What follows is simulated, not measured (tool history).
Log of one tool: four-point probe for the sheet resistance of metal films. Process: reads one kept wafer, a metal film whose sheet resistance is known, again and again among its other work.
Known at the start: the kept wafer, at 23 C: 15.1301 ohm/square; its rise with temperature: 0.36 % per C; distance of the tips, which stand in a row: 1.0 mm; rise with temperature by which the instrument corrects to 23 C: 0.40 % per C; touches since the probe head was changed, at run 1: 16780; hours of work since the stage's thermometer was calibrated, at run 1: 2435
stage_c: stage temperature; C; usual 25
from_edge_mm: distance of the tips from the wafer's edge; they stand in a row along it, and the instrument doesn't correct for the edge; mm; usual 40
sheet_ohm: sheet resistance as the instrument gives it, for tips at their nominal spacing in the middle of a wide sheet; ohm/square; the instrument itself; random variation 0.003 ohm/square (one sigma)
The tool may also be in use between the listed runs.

| run | hour | stage_c | from_edge_mm | touches since the probe head was changed | hours of work since the stage's thermometer was calibrated | sheet_ohm |
|---|---|---|---|---|---|---|
| 1 | 0.0 | 25 | 40 | 16780 | 2435 | 15.127186 |
| 2 | 22.1 | 30 | 40 | 17507 | 2449 | 15.103186 |
| 3 | 36.8 | 23 | 40 | 17990 | 2459 | 15.133008 |
| 4 | 52.8 | 23 | 40 | 18515 | 2470 | 15.132524 |
| 5 | 75.2 | 23 | 40 | 19252 | 2485 | 15.140613 |
| 6 | 98.1 | 23 | 40 | 20004 | 2500 | 15.135224 |
| 7 | 114.5 | 23 | 40 | 20545 | 2511 | 15.132783 |
| 8 | 133.8 | 23 | 40 | 21181 | 2524 | 15.140909 |
| 9 | 146.2 | 25 | 40 | 21588 | 2532 | 15.127108 |
| 10 | 157.5 | 25 | 40 | 21960 | 2539 | 15.126479 |
| 11 | 169.3 | 25 | 40 | 22349 | 2547 | 15.128842 |
| 12 | 191.8 | 23 | 7 | 23088 | 2562 | 15.295773 |
| 13 | 205.7 | 20 | 36 | 23546 | 2571 | 15.150276 |
| 14 | 218.3 | 25 | 11 | 23960 | 2580 | 15.190885 |
| 15 | 234.0 | 26 | 5 | 24475 | 2590 | 15.435661 |
| 16 | 254.1 | 29 | 10 | 25136 | 2604 | 15.185846 |
| 17 | 269.4 | 22 | 40 | 25638 | 2614 | 15.140730 |
| 18 | 286.9 | 25 | 33 | 26216 | 2625 | 15.128104 |
| 19 | 305.4 | 25 | 33 | 26822 | 2638 | 15.129464 |
| 20 | 316.2 | 25 | 33 | 27178 | 2645 | 15.127733 |
| 21 | 331.1 | 28 | 19 | 27669 | 2655 | 15.128723 |
| 22 | 344.1 | 29 | 65 | 28097 | 2663 | 15.107597 |

Forecast each of these 4 alternatives for the next run:
| A | 353.9 | 25 | 16 | 28417 | 2670 | ? |
| B | 353.9 | 30 | 8 | 28417 | 2670 | ? |
| C | 353.9 | 30 | 4 | 28417 | 2670 | ? |
| D | 353.9 | 34 | 7 | 28417 | 2670 | ? |

| run | sheet_ohm |
|---|---|
| A | 15.147459 |
| B | 15.227647 |
| C | 15.585435 |
| D | 15.238392 |
Without the tool's hidden state the same runs would have given:
| run | sheet_ohm |
|---|---|
| A | 15.147241 |
| B | 15.227430 |
| C | 15.585212 |
| D | 15.238176 |

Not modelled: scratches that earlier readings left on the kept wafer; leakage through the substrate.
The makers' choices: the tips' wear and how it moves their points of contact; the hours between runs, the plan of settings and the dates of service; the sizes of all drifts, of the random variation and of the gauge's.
